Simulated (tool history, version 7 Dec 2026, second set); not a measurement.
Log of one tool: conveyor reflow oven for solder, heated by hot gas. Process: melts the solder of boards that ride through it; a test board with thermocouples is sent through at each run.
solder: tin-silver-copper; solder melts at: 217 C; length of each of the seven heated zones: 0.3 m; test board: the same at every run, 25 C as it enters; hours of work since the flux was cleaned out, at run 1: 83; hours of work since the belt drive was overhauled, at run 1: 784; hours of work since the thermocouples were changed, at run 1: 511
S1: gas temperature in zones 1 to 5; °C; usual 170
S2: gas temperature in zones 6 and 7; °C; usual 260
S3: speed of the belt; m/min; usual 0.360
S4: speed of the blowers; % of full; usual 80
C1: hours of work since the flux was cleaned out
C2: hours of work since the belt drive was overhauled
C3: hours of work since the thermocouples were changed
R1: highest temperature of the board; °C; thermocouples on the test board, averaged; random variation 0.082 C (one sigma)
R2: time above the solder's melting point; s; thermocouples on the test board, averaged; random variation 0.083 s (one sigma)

run   hour   S1   S2     S3  S4   C1    C2   C3      R1     R2
  1    0.0  170  260  0.360  80   83   784  511  250.27  74.13
  2   26.7  170  260  0.360  67  104   805  532  248.76  71.95
  3   51.2  170  260  0.360  67  123   824  551  248.88  72.20
  4   80.4  170  260  0.360  80  146   847  574  250.37  73.96
  5   93.7  170  260  0.360  80  156   857  584  250.45  74.00
     111.1  -- flux residue cleaned out of gas plates and filters
  6  112.7  170  260  0.351  80    1   868  595  250.89  76.75
  7  136.4  170  260  0.360  80   20   886  613  250.37  74.09
  8  166.4  166  260  0.360  80   43   910  637  250.01  71.83
  9  184.1  166  260  0.360  80   57   923  650  249.85  72.03
 10  210.9  166  260  0.360  80   78   944  671  249.85  72.21
     224.0  -- thermocouples of zones 6 and 7 changed
 11  243.0  182  260  0.360  52  101   968   15  248.62  76.79
 12  272.0  170  260  0.408  80  124   990   37  247.17  61.09
 13  302.1  170  260  0.338  80  147  1014   61  251.89  81.23

Forecast run 14:
     329.7  -- flux residue cleaned out of gas plates and filters
 14  329.7  159  258  0.359  80   0  1031  78   ?   ?

Run 14 gave R1 247.42 °C, R2 67.06 s.
Without the tool's hidden state the same run would have given R1 247.41 °C, R2 67.03 s.

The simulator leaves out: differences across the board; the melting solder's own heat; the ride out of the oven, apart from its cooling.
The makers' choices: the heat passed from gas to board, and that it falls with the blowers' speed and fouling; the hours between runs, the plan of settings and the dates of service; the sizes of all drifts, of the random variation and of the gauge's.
